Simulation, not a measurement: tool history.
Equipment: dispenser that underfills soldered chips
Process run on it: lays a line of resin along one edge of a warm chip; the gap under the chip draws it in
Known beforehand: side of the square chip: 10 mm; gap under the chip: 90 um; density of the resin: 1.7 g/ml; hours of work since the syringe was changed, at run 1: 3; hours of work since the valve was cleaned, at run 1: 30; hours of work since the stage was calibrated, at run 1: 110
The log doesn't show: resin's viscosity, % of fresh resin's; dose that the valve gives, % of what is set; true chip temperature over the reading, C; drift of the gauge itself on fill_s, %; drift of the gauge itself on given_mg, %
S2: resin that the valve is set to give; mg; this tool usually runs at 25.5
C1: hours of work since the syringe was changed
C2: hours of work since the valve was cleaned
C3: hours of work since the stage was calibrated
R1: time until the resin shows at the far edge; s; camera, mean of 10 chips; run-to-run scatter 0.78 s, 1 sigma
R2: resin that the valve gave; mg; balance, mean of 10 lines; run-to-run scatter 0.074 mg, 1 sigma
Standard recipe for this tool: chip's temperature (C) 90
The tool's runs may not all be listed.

run 1 hour=0.0 | chip's_temperature_(C)=90 S2=25.5 | C1=3 C2=30 C3=110 | R1=78.4 R2=24.84
run 2 hour=2.8 | chip's_temperature_(C)=90 S2=25.5 | C1=5 C2=32 C3=112 | R1=83.4 R2=24.72
run 3 hour=5.1 | chip's_temperature_(C)=90 S2=25.5 | C1=7 C2=34 C3=114 | R1=88.0 R2=24.71
run 4 hour=9.8 | chip's_temperature_(C)=90 S2=33.0 | C1=10 C2=37 C3=117 | R1=96.1 R2=31.62
-- hour=10.5 new syringe of resin
run 5 hour=12.7 | chip's_temperature_(C)=90 S2=24.6 | C1=2 C2=39 C3=119 | R1=75.0 R2=23.54
run 6 hour=15.1 | chip's_temperature_(C)=101 S2=25.5 | C1=3 C2=41 C3=121 | R1=46.7 R2=24.44
run 7 hour=19.8 | chip's_temperature_(C)=101 S2=25.5 | C1=7 C2=44 C3=125 | R1=52.0 R2=24.23
-- hour=25.0 new syringe of resin
run 8 hour=25.3 | chip's_temperature_(C)=90 S2=25.5 | C1=0 C2=48 C3=128 | R1=72.4 R2=24.23
run 9 hour=28.0 | chip's_temperature_(C)=90 S2=25.5 | C1=2 C2=50 C3=130 | R1=76.1 R2=24.17
run 10 hour=32.4 | chip's_temperature_(C)=91 S2=25.5 | C1=6 C2=54 C3=134 | R1=78.7 R2=24.02
run 11 hour=35.6 | chip's_temperature_(C)=91 S2=25.5 | C1=8 C2=56 C3=136 | R1=86.5 R2=24.01
-- hour=38.7 dispensing valve cleaned and set on the balance
-- hour=40.5 new syringe of resin
run 12 hour=41.7 | chip's_temperature_(C)=90 S2=25.5 | C1=1 C2=2 C3=140 | R1=72.2 R2=25.38
run 13 hour=44.6 | chip's_temperature_(C)=90 S2=25.5 | C1=3 C2=4 C3=142 | R1=76.9 R2=25.43
run 14 hour=49.7 | chip's_temperature_(C)=90 S2=25.5 | C1=7 C2=8 C3=146 | R1=86.0 R2=25.30
run 15 hour=54.1 | chip's_temperature_(C)=90 S2=25.5 | C1=10 C2=11 C3=149 | R1=95.4 R2=25.21
-- hour=55.1 new syringe of resin
run 16 hour=58.9 | chip's_temperature_(C)=90 S2=27.3 | C1=3 C2=15 C3=153 | R1=74.8 R2=26.83
run 17 hour=61.3 | chip's_temperature_(C)=90 S2=27.3 | C1=5 C2=17 C3=154 | R1=78.3 R2=26.84
run 18 hour=66.3 | chip's_temperature_(C)=90 S2=27.3 | C1=8 C2=20 C3=158 | R1=87.7 R2=26.74
-- hour=69.8 new syringe of resin
run 19 hour=71.3 | chip's_temperature_(C)=87 S2=30.0 | C1=1 C2=24 C3=162 | R1=80.2 R2=29.21
run 20 hour=74.6 | chip's_temperature_(C)=87 S2=30.0 | C1=4 C2=26 C3=164 | R1=86.9 R2=29.32
run 21 hour=79.4 | chip's_temperature_(C)=87 S2=30.0 | C1=7 C2=30 C3=168 | R1=96.8 R2=29.10
run 22 hour=83.8 | chip's_temperature_(C)=91 S2=22.7 | C1=11 C2=33 C3=171 | R1=91.2 R2=22.01
-- hour=84.4 new syringe of resin
run 23 hour=87.5 | chip's_temperature_(C)=84 S2=22.7 | C1=2 C2=36 C3=174 | R1=100.6 R2=21.93
run 24 hour=90.3 | chip's_temperature_(C)=95 S2=25.5 | C1=4 C2=38 C3=176 | R1=59.6 R2=24.55
run 25 hour=94.0 | chip's_temperature_(C)=95 S2=25.5 | C1=7 C2=41 C3=179 | R1=66.7 R2=24.34
run 26 hour=96.7 | chip's_temperature_(C)=104 S2=29.7 | C1=9 C2=43 C3=181 | R1=46.5 R2=28.42
-- hour=99.1 new syringe of resin
run 27 hour=99.9 | chip's_temperature_(C)=75 S2=26.8 | C1=1 C2=45 C3=183 | R1=146.8 R2=25.51
run 28 hour=103.4 | chip's_temperature_(C)=95 S2=31.7 | C1=3 C2=48 C3=185 | R1=58.3 R2=30.01
run 29 hour=107.8 | chip's_temperature_(C)=95 S2=31.7 | C1=7 C2=51 C3=189 | R1=63.3 R2=30.10
run 30 hour=110.2 | chip's_temperature_(C)=104 S2=31.7 | C1=8 C2=53 C3=191 | R1=44.9 R2=30.01
-- hour=113.7 new syringe of resin
run 31 hour=115.9 | chip's_temperature_(C)=104 S2=30.6 | C1=2 C2=57 C3=195 | R1=36.4 R2=28.82
-- hour=118.1 dispensing valve cleaned and set on the balance
run 32 hour=121.5 | chip's_temperature_(C)=91 S2=32.1 | C1=5 C2=3 C3=198 | R1=74.8 R2=31.86
run 33 hour=126.7 | chip's_temperature_(C)=91 S2=32.1 | C1=9 C2=7 C3=202 | R1=83.1 R2=31.78
-- hour=129.2 new syringe of resin
run 34 hour=131.3 | chip's_temperature_(C)=94 S2=25.6 | C1=2 C2=10 C3=205 | R1=57.7 R2=25.35
run 35 hour=135.3 | chip's_temperature_(C)=94 S2=25.6 | C1=5 C2=13 C3=208 | R1=63.2 R2=25.20
run 36 hour=140.6 | chip's_temperature_(C)=88 S2=27.1 | C1=9 C2=17 C3=212 | R1=96.5 R2=26.69

Run by run, hidden condition taken away, random variation retained:
run=1 R1=72.3 R2=25.66
run=2 R1=72.2 R2=25.59
run=3 R1=72.2 R2=25.62
run=4 R1=71.0 R2=32.91
run=5 R1=73.1 R2=24.55
run=6 R1=43.2 R2=25.53
run=7 R1=43.2 R2=25.40
run=8 R1=73.1 R2=25.51
run=9 R1=72.4 R2=25.50
run=10 R1=67.6 R2=25.43
run=11 R1=69.1 R2=25.49
run=12 R1=72.3 R2=25.45
run=13 R1=72.0 R2=25.56
run=14 R1=71.7 R2=25.52
run=15 R1=72.0 R2=25.51
run=16 R1=71.6 R2=27.24
run=17 R1=71.0 R2=27.30
run=18 R1=70.9 R2=27.31
run=19 R1=82.6 R2=29.93
run=20 R1=83.1 R2=30.12
run=21 R1=82.9 R2=30.01
run=22 R1=70.2 R2=22.77
run=23 R1=98.0 R2=22.75
run=24 R1=54.5 R2=25.53
run=25 R1=56.1 R2=25.38
run=26 R1=36.8 R2=29.70
run=27 R1=153.4 R2=26.73
run=28 R1=56.1 R2=31.53
run=29 R1=55.0 R2=31.73
run=30 R1=36.8 R2=31.69
run=31 R1=36.6 R2=30.55
run=32 R1=68.0 R2=32.07
run=33 R1=67.0 R2=32.12
run=34 R1=59.6 R2=25.69
run=35 R1=59.5 R2=25.62
run=36 R1=80.7 R2=27.25
